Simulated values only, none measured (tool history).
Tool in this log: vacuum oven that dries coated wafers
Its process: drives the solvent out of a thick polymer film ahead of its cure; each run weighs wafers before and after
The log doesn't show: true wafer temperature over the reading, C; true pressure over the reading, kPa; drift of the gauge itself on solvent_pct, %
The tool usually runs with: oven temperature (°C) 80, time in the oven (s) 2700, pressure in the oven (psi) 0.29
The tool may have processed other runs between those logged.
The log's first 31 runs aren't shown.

run,hour,oven temperature (°C),time in the oven (s),pressure in the oven (psi),hours of work since the thermocouples were calibrated,hours of work since the vacuum gauge was cleaned of residue,solvent left in the film (%)
32,518.5,80,2700,0.484,347,22,3.89
33,531,74,3360,0.484,355,30,5.25
34,545.8,91,1500,0.637,365,40,3.05
35,558.4,92,2100,1.004,373,48,2.89
36,575.4,80,2700,0.397,384,59,3.54
37,595,80,2700,0.397,396,71,3.53
38,615.1,94,4140,0.757,409,84,1.77
39,639.7,94,4140,0.757,425,100,1.71
40,658.4,70,1440,0.21,437,112,10.98
41,681,70,1440,0.21,452,127,11.02
42,704.1,80,2700,0.416,467,142,3.61

Each row is a separate what-if for the run after 42, all from the same tool condition, not one after another. Results?
A,724,95,3840,0.624,480,155,?
B,724,80,4200,0.416,480,155,?
C,724,73,2700,0.416,480,155,?
D,724,80,1620,0.184,480,155,?
E,724,80,3780,0.29,480,155,?

run,solvent left in the film (%)
A,1.44
B,2.28
C,6.61
D,5.57
E,2.06
What these runs would have given with no unlogged condition in the tool:
run,solvent left in the film (%)
A,1.46
B,2.41
C,6.97
D,5.92
E,2.21

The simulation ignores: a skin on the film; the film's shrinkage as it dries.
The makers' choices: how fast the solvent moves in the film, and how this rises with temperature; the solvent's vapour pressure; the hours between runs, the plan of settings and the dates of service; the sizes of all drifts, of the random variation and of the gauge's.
